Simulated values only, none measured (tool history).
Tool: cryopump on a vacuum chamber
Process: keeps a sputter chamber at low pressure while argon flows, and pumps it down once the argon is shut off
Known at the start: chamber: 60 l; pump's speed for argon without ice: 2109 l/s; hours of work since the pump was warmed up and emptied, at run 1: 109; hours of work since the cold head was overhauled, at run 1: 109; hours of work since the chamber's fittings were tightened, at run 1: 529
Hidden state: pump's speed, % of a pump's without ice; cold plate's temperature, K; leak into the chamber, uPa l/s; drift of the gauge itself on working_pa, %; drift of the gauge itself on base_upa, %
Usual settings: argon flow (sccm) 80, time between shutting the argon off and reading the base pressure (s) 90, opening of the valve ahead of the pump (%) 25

run	day	argon flow (sccm)	time between shutting the argon off and reading the base pressure (s)	opening of the valve ahead of the pump (%)	hours of work since the pump was warmed up and emptied	hours of work since the cold head was overhauled	hours of work since the chamber's fittings were tightened	pressure while argon flows (Pa)	pressure after the wait (uPa)
1	0	80	90	25	109	109	529	0.2619	0.48
2	0.738	80	90	45	116	116	536	0.1465	0.44
3	1.092	80	278	45	119	119	540	0.1476	0.32
4	1.642	80	278	45	125	125	545	0.1485	0.32
5	2.054	80	278	45	129	129	549	0.1479	0.3
6	2.408	80	90	42	132	132	553	0.1591	0.48
7	2.942	80	90	42	137	137	558	0.1587	0.47
8	3.525	80	90	42	143	143	563	0.1593	0.47
9	4.129	80	90	17	149	149	569	0.3822	0.48
10	4.862	80	101	25	156	156	576	0.2637	0.46
11	5.258	80	90	25	160	160	580	0.2635	0.5
12	5.892	80	90	25	166	166	586	0.264	0.51
13	6.375	80	90	25	171	171	591	0.2639	0.48
14	6.808	51	21	18	175	175	595	0.2328	1.22
15	7.254	80	35	24	179	179	600	0.276	0.81
16	7.746	80	23	22	184	184	605	0.3008	1.11
17	8.488	118	58	17	191	191	612	0.5677	0.59
18	8.946	143	90	25	196	196	616	0.4764	0.53
19	9.4	143	90	25	200	200	621	0.4767	0.47
20	10.062	47	86	25	207	207	627	0.1571	0.5
21	10.6	79	86	25	212	212	632	0.261	0.51
22	11.1	138	86	38	217	217	637	0.3112	0.48
23	11.642	44	249	38	222	222	643	0.0977	0.36
24	12.417	138	249	58	230	230	650	0.2082	0.39
25	12.838	138	249	58	234	234	654	0.2082	0.33

Some steps in pressure while argon flows (Pa) between neighbouring runs. How much of each would the tool show without its hidden state too (settings, what came in, random variation), and how much is left for the hidden state, with any gauge scatter that isn't in both results?
Run 16 -> 17: argon flow (sccm) 80 -> 118, time between shutting the argon off and reading the base pressure (s) 23 -> 58, opening of the valve ahead of the pump (%) 22 -> 17. pressure while argon flows (Pa) +0.2669: hidden state +0.0046, all else +0.2623.
Run 19 -> 20: argon flow (sccm) 143 -> 47, time between shutting the argon off and reading the base pressure (s) 90 -> 86. pressure while argon flows (Pa) -0.3196: hidden state -0.0112, all else -0.3084.
Run 22 -> 23: argon flow (sccm) 138 -> 44, time between shutting the argon off and reading the base pressure (s) 86 -> 249. pressure while argon flows (Pa) -0.2135: hidden state -0.0121, all else -0.2014.
Run 23 -> 24: argon flow (sccm) 44 -> 138, opening of the valve ahead of the pump (%) 38 -> 58. pressure while argon flows (Pa) +0.1105: hidden state +0.0131, all else +0.0974.
